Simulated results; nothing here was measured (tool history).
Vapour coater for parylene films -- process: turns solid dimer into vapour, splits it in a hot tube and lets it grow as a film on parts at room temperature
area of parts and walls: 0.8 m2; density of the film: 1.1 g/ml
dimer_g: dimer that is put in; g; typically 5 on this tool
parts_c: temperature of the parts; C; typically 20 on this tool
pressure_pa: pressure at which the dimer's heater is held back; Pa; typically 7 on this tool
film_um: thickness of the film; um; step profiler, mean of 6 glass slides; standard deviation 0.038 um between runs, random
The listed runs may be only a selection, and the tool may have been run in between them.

run 1 hour=0 | dimer_g=5 parts_c=20 pressure_pa=7 | film_um=4.01
run 2 hour=22.7 | dimer_g=5 parts_c=20 pressure_pa=7 | film_um=4
run 3 hour=52.4 | dimer_g=5 parts_c=20 pressure_pa=7 | film_um=4.01
run 4 hour=76.4 | dimer_g=5 parts_c=15 pressure_pa=7 | film_um=4.57
run 5 hour=108.2 | dimer_g=5 parts_c=15 pressure_pa=7 | film_um=4.55
run 6 hour=125.8 | dimer_g=5 parts_c=15 pressure_pa=2.26 | film_um=5.12
run 7 hour=141.4 | dimer_g=5 parts_c=18 pressure_pa=2.26 | film_um=4.7
run 8 hour=170.4 | dimer_g=5 parts_c=18 pressure_pa=2.26 | film_um=4.73
run 9 hour=196.2 | dimer_g=5 parts_c=18 pressure_pa=2.26 | film_um=4.78
run 10 hour=217 | dimer_g=5 parts_c=18 pressure_pa=2.26 | film_um=4.75
run 11 hour=239.8 | dimer_g=5 parts_c=23 pressure_pa=6.58 | film_um=3.72
run 12 hour=256.3 | dimer_g=5 parts_c=23 pressure_pa=6.58 | film_um=3.74
run 13 hour=277 | dimer_g=9 parts_c=15 pressure_pa=4.27 | film_um=8.66
run 14 hour=309.3 | dimer_g=8 parts_c=27 pressure_pa=7 | film_um=5.37
run 15 hour=329.4 | dimer_g=2 parts_c=12 pressure_pa=10.89 | film_um=1.91
run 16 hour=359.4 | dimer_g=2 parts_c=12 pressure_pa=10.89 | film_um=1.93
-- hour=383.3 trap's valve overhauled
run 17 hour=392.2 | dimer_g=4 parts_c=12 pressure_pa=9.24 | film_um=3.91

Alternative continuations, all from the tool just after run 17; predict every row:
run A hour=418.4 | dimer_g=2 parts_c=20 pressure_pa=3.67 | film_um=?
run B hour=418.4 | dimer_g=5 parts_c=30 pressure_pa=2.48 | film_um=?
run C hour=418.4 | dimer_g=4 parts_c=12 pressure_pa=9.24 | film_um=?
run D hour=418.4 | dimer_g=4 parts_c=27 pressure_pa=5.53 | film_um=?

run=A film_um=1.71
run=B film_um=3.35
run=C film_um=3.89
run=D film_um=2.73
Take away the tool's hidden state, keep each run's random variation, and the runs would have read:
run=A film_um=1.71
run=B film_um=3.35
run=C film_um=3.9
run=D film_um=2.73
